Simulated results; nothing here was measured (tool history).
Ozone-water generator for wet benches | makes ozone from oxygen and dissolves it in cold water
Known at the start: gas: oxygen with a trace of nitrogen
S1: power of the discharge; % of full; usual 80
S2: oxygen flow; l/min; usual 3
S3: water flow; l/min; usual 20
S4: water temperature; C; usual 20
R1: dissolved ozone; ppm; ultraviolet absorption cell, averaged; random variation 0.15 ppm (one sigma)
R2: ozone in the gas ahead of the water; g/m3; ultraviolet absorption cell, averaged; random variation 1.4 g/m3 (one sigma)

run	hour	S1	S2	S3	S4	R1	R2
1	0	80	3	20	20	16.8	264.1
2	31.3	80	3	20	20	16.9	266.7
3	52.6	80	3	29	20	11	263
4	69.1	80	3	20	20	17.1	266.4
5	101.5	80	3	20	20	17.1	262.1
6	127.6	80	3	20	20	16.8	266.8
7	151.8	80	3	20	20	16.8	262.1
8	166.3	80	3	20	20	17.1	266
9	187.7	80	3	27	20	11.9	264.1
10	220.6	80	3	20	20	16.8	263.8
11	238.4	41	3	18	20	13.8	189.2
12	252.9	47	4.91	31	20	9.1	168.5
# hour 258.3: contactor cleaned
13	283.7	54	4.91	31	16	9.9	181.8
14	311	80	4.21	20	20	18.1	232.2
15	328.5	80	4.21	20	20	18.1	232.7
# hour 359.8: contactor cleaned, once more
16	359.8	95	1.88	20	20	16	332.8
17	376.3	58	1.72	20	20	12	269.8
18	391.9	41	1.72	27	18	7	228.7
19	422.4	65	2.23	20	16	14.5	261.2
20	441.3	65	2.23	20	16	14.5	260

4 ways to go on from here, each from the tool as it stands after run 20. What would each give?
A	472.9	43	2.23	30	13	?	?
B	472.9	80	3	20	17	?	?
C	472.9	65	4.87	20	16	?	?
D	472.9	65	2.38	20	16	?	?

run	R1	R2
A	7	214.6
B	17.7	261
C	18.9	199.8
D	15	256.2
Without the tool's hidden state the same runs would have given:
run	R1	R2
A	7.3	220.3
B	18.5	270.7
C	19.7	206.5
D	15.6	264.8
